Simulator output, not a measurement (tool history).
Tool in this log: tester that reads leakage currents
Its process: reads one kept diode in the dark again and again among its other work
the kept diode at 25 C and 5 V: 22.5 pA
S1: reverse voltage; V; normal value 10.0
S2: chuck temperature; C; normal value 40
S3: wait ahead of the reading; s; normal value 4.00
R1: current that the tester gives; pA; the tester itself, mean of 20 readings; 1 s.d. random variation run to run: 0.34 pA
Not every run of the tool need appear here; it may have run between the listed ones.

run 1 hour=0.0 | S1=10.0 S2=40 S3=4.00 | R1=98.50
-- hour=87.0 chuck's temperature calibrated
run 2 hour=116.5 | S1=10.0 S2=40 S3=4.00 | R1=117.58
run 3 hour=247.5 | S1=10.0 S2=40 S3=7.53 | R1=116.15
run 4 hour=379.9 | S1=10.0 S2=40 S3=7.53 | R1=114.06
run 5 hour=469.5 | S1=10.0 S2=40 S3=7.53 | R1=113.70
run 6 hour=681.8 | S1=7.3 S2=40 S3=4.00 | R1=95.46
-- hour=694.7 tester calibrated
run 7 hour=829.7 | S1=7.3 S2=40 S3=1.50 | R1=95.81
run 8 hour=945.0 | S1=4.2 S2=22 S3=2.80 | R1=17.90
-- hour=1106.6 tester calibrated, once more
run 9 hour=1145.1 | S1=10.0 S2=24 S3=7.81 | R1=33.02
-- hour=1231.0 chuck's temperature calibrated
run 10 hour=1248.7 | S1=10.0 S2=58 S3=0.30 | R1=481.10
run 11 hour=1438.5 | S1=10.0 S2=58 S3=0.30 | R1=472.29
run 12 hour=1527.2 | S1=6.7 S2=27 S3=0.53 | R1=41.74

Forecast each of these 4 alternatives for the next run:
run A hour=1617.9 | S1=1.3 S2=46 S3=2.33 | R1=?
run B hour=1617.9 | S1=2.0 S2=24 S3=1.41 | R1=?
run C hour=1617.9 | S1=6.7 S2=27 S3=0.46 | R1=?
run D hour=1617.9 | S1=1.4 S2=47 S3=0.67 | R1=?

run=A R1=72.38
run=B R1=15.79
run=C R1=42.30
run=D R1=81.50
What these runs would have given with no unlogged condition in the tool:
run=A R1=75.09
run=B R1=14.25
run=C R1=36.06
run=D R1=84.56

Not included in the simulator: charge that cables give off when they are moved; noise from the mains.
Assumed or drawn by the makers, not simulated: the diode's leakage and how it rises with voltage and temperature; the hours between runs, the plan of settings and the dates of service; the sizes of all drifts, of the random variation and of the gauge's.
